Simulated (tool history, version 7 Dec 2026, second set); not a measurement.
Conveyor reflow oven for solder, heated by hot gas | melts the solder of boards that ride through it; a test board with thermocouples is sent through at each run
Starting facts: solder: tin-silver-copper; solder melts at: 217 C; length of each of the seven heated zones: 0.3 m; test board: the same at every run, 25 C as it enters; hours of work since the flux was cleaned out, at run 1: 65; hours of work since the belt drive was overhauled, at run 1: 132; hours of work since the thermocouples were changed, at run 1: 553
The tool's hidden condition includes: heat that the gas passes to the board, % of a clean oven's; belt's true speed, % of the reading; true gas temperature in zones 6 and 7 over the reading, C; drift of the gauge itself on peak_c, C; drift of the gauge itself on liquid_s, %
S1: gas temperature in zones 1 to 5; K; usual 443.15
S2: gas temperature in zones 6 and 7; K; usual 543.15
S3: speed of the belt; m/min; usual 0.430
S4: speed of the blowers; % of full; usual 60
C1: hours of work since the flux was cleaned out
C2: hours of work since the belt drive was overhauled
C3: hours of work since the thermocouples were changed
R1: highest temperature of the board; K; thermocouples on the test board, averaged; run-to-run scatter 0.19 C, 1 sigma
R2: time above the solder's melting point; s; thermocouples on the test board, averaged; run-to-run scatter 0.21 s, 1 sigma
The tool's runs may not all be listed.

Run 1, day 0.000: usual settings; C1 65; C2 132; C3 553. Result: R1 521.85 K, R2 56.8 s.
Run 2, day 0.275: usual settings but S3 0.393 m/min; C1 70; C2 137; C3 558. Result: R1 524.85 K, R2 66.3 s.
Run 3, day 0.433: usual settings but S3 0.393 m/min; C1 73; C2 140; C3 561. Result: R1 524.75 K, R2 66.2 s.
Run 4, day 0.662: usual settings but S3 0.393 m/min; C1 77; C2 144; C3 566. Result: R1 524.65 K, R2 66.3 s.
Run 5, day 0.912: usual settings but S4 56 % of full; C1 82; C2 149; C3 570. Result: R1 520.25 K, R2 55.1 s.
Run 6, day 1.217: usual settings but S4 56 % of full; C1 88; C2 155; C3 576. Result: R1 520.25 K, R2 55.1 s.
Run 7, day 1.421: usual settings but S3 0.391 m/min, S4 56 % of full; C1 91; C2 159; C3 580. Result: R1 523.65 K, R2 65.5 s.
Run 8, day 1.729: usual settings; C1 97; C2 164; C3 586. Result: R1 521.55 K, R2 56.8 s.
Run 9, day 1.900: usual settings but S2 551.15 K; C1 100; C2 168; C3 589. Result: R1 528.45 K, R2 63.0 s.
Run 10, day 2.071: usual settings but S2 551.15 K; C1 104; C2 171; C3 592. Result: R1 528.65 K, R2 62.4 s.
Run 11, day 2.254: usual settings but S2 551.15 K; C1 107; C2 174; C3 595. Result: R1 528.35 K, R2 62.6 s.
Run 12, day 2.583: usual settings but S2 551.15 K; C1 113; C2 180; C3 602. Result: R1 527.95 K, R2 62.5 s.
Run 13, day 2.812: usual settings but S2 551.15 K; C1 117; C2 185; C3 606. Result: R1 528.05 K, R2 62.5 s.
Run 14, day 3.179: usual settings but S4 72 % of full; C1 124; C2 192; C3 613. Result: R1 524.85 K, R2 60.8 s.
Run 15, day 3.562: usual settings but S4 72 % of full; C1 132; C2 199; C3 620. Result: R1 524.85 K, R2 61.1 s.
Run 16, day 3.796: usual settings but S4 72 % of full; C1 136; C2 203; C3 624. Result: R1 524.65 K, R2 60.8 s.
Run 17, day 4.067: usual settings but S4 72 % of full; C1 141; C2 208; C3 629. Result: R1 524.85 K, R2 60.5 s.
Run 18, day 4.338: usual settings but S4 72 % of full; C1 146; C2 213; C3 634. Result: R1 524.05 K, R2 60.3 s.
Run 19, day 4.642: usual settings but S2 547.15 K, S3 0.412 m/min, S4 85 % of full; C1 152; C2 219; C3 640. Result: R1 532.35 K, R2 70.8 s.
Run 20, day 4.817: usual settings but S1 453.15 K, S3 0.346 m/min; C1 155; C2 222; C3 643. Result: R1 529.55 K, R2 86.2 s.
Run 21, day 5.012: usual settings but S4 79 % of full; C1 159; C2 226; C3 647. Result: R1 526.45 K, R2 62.5 s.
Run 22, day 5.379: usual settings but S1 452.15 K, S3 0.405 m/min; C1 166; C2 233; C3 654. Result: R1 524.85 K, R2 68.4 s.
Run 23, day 5.592: usual settings but S1 452.15 K, S3 0.519 m/min, S4 65 % of full; C1 170; C2 237; C3 658. Result: R1 517.65 K, R2 45.1 s.
Run 24, day 5.904: usual settings but S1 435.15 K, S2 555.15 K, S3 0.426 m/min; C1 175; C2 243; C3 664. Result: R1 529.45 K, R2 61.7 s.
Run 25, day 6.254: usual settings but S1 437.15 K, S2 535.15 K, S3 0.389 m/min, S4 69 % of full; C1 182; C2 249; C3 670. Result: R1 518.65 K, R2 60.2 s.
Run 26, day 6.462: usual settings but S1 458.15 K, S2 544.15 K, S3 0.340 m/min, S4 65 % of full; C1 186; C2 253; C3 674. Result: R1 532.55 K, R2 93.2 s.
Run 27, day 6.792: usual settings but S1 451.15 K, S2 544.15 K, S3 0.340 m/min, S4 54 % of full; C1 192; C2 259; C3 680. Result: R1 529.15 K, R2 86.2 s.
Run 28, day 7.129: usual settings but S3 0.342 m/min; C1 198; C2 266; C3 687. Result: R1 528.25 K, R2 81.0 s.
Run 29, day 7.296: usual settings but S3 0.342 m/min; C1 201; C2 269; C3 690. Result: R1 528.35 K, R2 81.1 s.
Run 30, day 7.504: usual settings but S3 0.342 m/min, S4 87 % of full; C1 205; C2 273; C3 694. Result: R1 533.55 K, R2 87.6 s.

4 ways to go on from here, each from the tool as it stands after run 30. What would each give?
Run A, day 7.721: usual settings but S3 0.478 m/min; C1 209; C2 277; C3 698. Result: R1 ?, R2 ?.
Run B, day 7.721: usual settings but S3 0.355 m/min, S4 87 % of full; C1 209; C2 277; C3 698. Result: R1 ?, R2 ?.
Run C, day 7.721: usual settings but S1 456.15 K, S2 553.15 K, S3 0.342 m/min, S4 65 % of full; C1 209; C2 277; C3 698. Result: R1 ?, R2 ?.
Run D, day 7.721: usual settings but S3 0.342 m/min, S4 82 % of full; C1 209; C2 277; C3 698. Result: R1 ?, R2 ?.

run      R1    R2
  A  516.15  45.5
  B  532.25  82.9
  C  540.05  95.9
  D  532.55  86.5
Had the tool no hidden state, the same runs would have come out as:
run      R1    R2
  A  518.65  47.9
  B  534.85  84.3
  C  542.35  96.5
  D  534.95  87.9
